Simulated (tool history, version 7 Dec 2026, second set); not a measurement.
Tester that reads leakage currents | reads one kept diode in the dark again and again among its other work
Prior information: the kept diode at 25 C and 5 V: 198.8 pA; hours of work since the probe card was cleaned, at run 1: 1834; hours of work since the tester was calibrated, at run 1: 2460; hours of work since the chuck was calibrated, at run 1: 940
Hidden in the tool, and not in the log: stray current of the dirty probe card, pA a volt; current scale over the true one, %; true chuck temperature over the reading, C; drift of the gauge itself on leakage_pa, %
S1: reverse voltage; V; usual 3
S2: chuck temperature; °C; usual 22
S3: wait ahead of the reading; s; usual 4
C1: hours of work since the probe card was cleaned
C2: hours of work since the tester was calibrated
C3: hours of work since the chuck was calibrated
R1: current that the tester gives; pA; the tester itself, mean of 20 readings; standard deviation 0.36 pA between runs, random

{"run": 1, "hour": 0.0, "S1": 3, "S2": 22, "S3": 4, "C1": 1834, "C2": 2460, "C3": 940, "R1": 112.61}
{"run": 2, "hour": 108.0, "S1": 3, "S2": 22, "S3": 0.94, "C1": 1881, "C2": 2507, "C3": 986, "R1": 112.32}
{"run": 3, "hour": 184.3, "S1": 3, "S2": 22, "S3": 0.94, "C1": 1914, "C2": 2540, "C3": 1019, "R1": 112.09}
{"run": 4, "hour": 275.6, "S1": 3, "S2": 22, "S3": 0.94, "C1": 1954, "C2": 2579, "C3": 1059, "R1": 111.73}
{"run": 5, "hour": 403.8, "S1": 3, "S2": 22, "S3": 0.94, "C1": 2009, "C2": 2635, "C3": 1114, "R1": 111.48}
{"run": 6, "hour": 509.7, "S1": 3, "S2": 32, "S3": 0.94, "C1": 2055, "C2": 2681, "C3": 1160, "R1": 282.24}
{"run": 7, "hour": 699.4, "S1": 3, "S2": 32, "S3": 0.94, "C1": 2137, "C2": 2763, "C3": 1242, "R1": 278.34}
{"run": 8, "hour": 833.6, "S1": 3, "S2": 32, "S3": 0.94, "C1": 2195, "C2": 2821, "C3": 1300, "R1": 277.02}
{"hour": 991.8, "done": "chuck's temperature calibrated"}
{"run": 9, "hour": 991.8, "S1": 3, "S2": 32, "S3": 0.94, "C1": 2263, "C2": 2888, "C3": 0, "R1": 314.03}
{"run": 10, "hour": 1165.3, "S1": 1.32, "S2": 22, "S3": 4, "C1": 2338, "C2": 2963, "C3": 75, "R1": 85.8}
{"run": 11, "hour": 1330.5, "S1": 1.32, "S2": 22, "S3": 4, "C1": 2409, "C2": 3035, "C3": 147, "R1": 85.25}
{"hour": 1343.0, "done": "tester calibrated"}
{"run": 12, "hour": 1514.4, "S1": 1.32, "S2": 22, "S3": 4, "C1": 2488, "C2": 74, "C3": 225, "R1": 84.35}
{"run": 13, "hour": 1663.3, "S1": 4.37, "S2": 22, "S3": 4, "C1": 2552, "C2": 139, "C3": 290, "R1": 144.57}
{"run": 14, "hour": 1774.5, "S1": 4.37, "S2": 22, "S3": 4, "C1": 2601, "C2": 187, "C3": 338, "R1": 143.95}
{"run": 15, "hour": 1957.0, "S1": 4.37, "S2": 22, "S3": 4, "C1": 2679, "C2": 266, "C3": 417, "R1": 143.1}
{"run": 16, "hour": 2043.8, "S1": 4.37, "S2": 22, "S3": 4, "C1": 2717, "C2": 303, "C3": 454, "R1": 142.55}
{"run": 17, "hour": 2161.7, "S1": 2.52, "S2": 30, "S3": 0.36, "C1": 2768, "C2": 354, "C3": 505, "R1": 231}
{"hour": 2189.4, "done": "tester calibrated, once more"}
{"run": 18, "hour": 2269.1, "S1": 2.52, "S2": 30, "S3": 0.36, "C1": 2814, "C2": 34, "C3": 551, "R1": 235.36}
{"run": 19, "hour": 2369.8, "S1": 1.19, "S2": 23, "S3": 2.56, "C1": 2857, "C2": 78, "C3": 594, "R1": 88.19}
{"run": 20, "hour": 2467.0, "S1": 1.19, "S2": 23, "S3": 2.56, "C1": 2899, "C2": 120, "C3": 637, "R1": 87.37}
{"run": 21, "hour": 2555.8, "S1": 1.19, "S2": 23, "S3": 2.56, "C1": 2938, "C2": 159, "C3": 675, "R1": 86.67}
{"hour": 2676.1, "done": "probe card cleaned and baked"}
{"run": 22, "hour": 2699.8, "S1": 1.19, "S2": 23, "S3": 2.56, "C1": 10, "C2": 220, "C3": 736, "R1": 83.09}
{"run": 23, "hour": 2865.3, "S1": 1.19, "S2": 23, "S3": 2.56, "C1": 82, "C2": 291, "C3": 808, "R1": 82.39}
{"run": 24, "hour": 2969.0, "S1": 1.19, "S2": 23, "S3": 2.56, "C1": 127, "C2": 336, "C3": 852, "R1": 82.27}
{"run": 25, "hour": 3112.9, "S1": 6.93, "S2": 37, "S3": 2.47, "C1": 189, "C2": 398, "C3": 915, "R1": 646.1}
{"run": 26, "hour": 3278.7, "S1": 3, "S2": 21, "S3": 2.57, "C1": 261, "C2": 470, "C3": 986, "R1": 98.55}
{"run": 27, "hour": 3379.7, "S1": 14.34, "S2": 31, "S3": 8.75, "C1": 304, "C2": 514, "C3": 1030, "R1": 498.85}
{"run": 28, "hour": 3480.6, "S1": 5.89, "S2": 27, "S3": 0.4, "C1": 348, "C2": 557, "C3": 1074, "R1": 235.17}
{"run": 29, "hour": 3620.2, "S1": 5.3, "S2": 36, "S3": 4, "C1": 408, "C2": 618, "C3": 1134, "R1": 516.57}

Here are 3 independent what-if runs from the current tool condition. What would each one return?
{"run": "A", "hour": 3798.7, "S1": 3, "S2": 25, "S3": 0.71, "C1": 486, "C2": 695, "C3": 1211, "R1": "?"}
{"run": "B", "hour": 3798.7, "S1": 1.39, "S2": 23, "S3": 2.57, "C1": 486, "C2": 695, "C3": 1211, "R1": "?"}
{"run": "C", "hour": 3798.7, "S1": 5.3, "S2": 22, "S3": 1.4, "C1": 486, "C2": 695, "C3": 1211, "R1": "?"}

run=A R1=143.41
run=B R1=85.16
run=C R1=136.16
Without the tool's unlogged condition, the same runs would have read:
run=A R1=160.82
run=B R1=95.9
run=C R1=151.75
